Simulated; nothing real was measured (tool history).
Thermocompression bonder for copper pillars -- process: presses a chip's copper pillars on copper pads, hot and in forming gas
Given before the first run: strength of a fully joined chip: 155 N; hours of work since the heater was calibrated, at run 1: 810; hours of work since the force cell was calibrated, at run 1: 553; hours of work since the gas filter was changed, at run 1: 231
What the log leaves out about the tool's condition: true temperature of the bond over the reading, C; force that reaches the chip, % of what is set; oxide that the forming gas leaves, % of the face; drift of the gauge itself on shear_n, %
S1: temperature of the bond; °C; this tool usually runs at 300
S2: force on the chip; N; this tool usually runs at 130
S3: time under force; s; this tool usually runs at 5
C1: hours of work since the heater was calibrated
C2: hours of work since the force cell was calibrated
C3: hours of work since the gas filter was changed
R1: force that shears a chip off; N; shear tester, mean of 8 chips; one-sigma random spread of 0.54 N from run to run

run	hour	S1	S2	S3	C1	C2	C3	R1
1	0	300	130	5	810	553	231	47
2	21.6	318	130	5	826	569	248	55.5
3	49.3	316	130	5	847	590	268	54.8
4	79.9	300	130	7	870	613	291	52.7
5	101.4	300	130	7	886	629	308	53
6	136.7	300	130	7	913	656	334	51.4
7	173.7	324	130	5	940	683	362	56.3
# hour 189.1: forming gas filter changed
8	201.3	300	130	8	961	704	9	60.2
9	235.5	300	130	8	986	729	35	60.1
10	261	300	130	8	1005	749	54	59.5
11	286.6	300	130	8	1025	768	73	58.6
12	311.7	300	130	5	1043	787	92	49.1
13	342.1	300	130	5	1066	809	115	48.6
14	377	300	130	5	1092	836	141	47.6
15	403.3	300	130	12	1112	855	161	67.3
16	442.5	300	130	12	1142	885	190	65.8
17	475.8	300	130	5	1167	910	215	46.6
18	495.4	300	130	5	1181	924	230	46.5
19	516.1	300	130	5	1197	940	245	46
20	550.7	300	130	5	1223	966	271	46.1
21	584.3	300	130	5	1248	991	296	45.5
22	619.7	300	104	5	1275	1018	323	38.9
23	654.5	295	80	5	1301	1044	349	30.3
# hour 686.8: forming gas filter changed
24	692.6	295	80	5	1329	1072	4	33.7
25	718.7	300	133	5	1348	1092	24	49.8
26	738.1	317	130	5	1363	1106	39	58.7
# hour 762.5: heater calibrated with a thermocouple chip
27	779.5	317	130	5	13	1136	68	61.2
28	818.1	317	130	5	42	1165	97	60.4
29	837.5	317	130	5	56	1179	112	60.4
30	854.7	300	110	5	69	1192	124	45.5
31	879.1	300	132	5	87	1210	143	51.9
32	900.8	280	161	12	104	1227	159	65.5
33	923.6	280	161	12	121	1244	176	66.2
34	944.3	316	130	5	136	1259	192	57.4
35	977.3	273	90	11	161	1284	216	40.9
36	1005.9	289	107	4	183	1306	238	36.1
37	1044.5	300	130	3	212	1334	267	39
38	1078.9	327	152	3	237	1360	293	55.5
39	1117.5	327	152	3	266	1389	322	54.1

Each row is a separate what-if for the run after 39, all from the same tool condition, not one after another. Results?
A	1157	327	113	6	296	1419	351	?
B	1157	303	130	4	296	1419	351	?
C	1157	327	152	4	296	1419	351	?

run	R1
A	59.8
B	43.7
C	60.5
Had the tool no hidden state, the same runs would have come out as:
run	R1
A	69.1
B	50.7
C	69.8
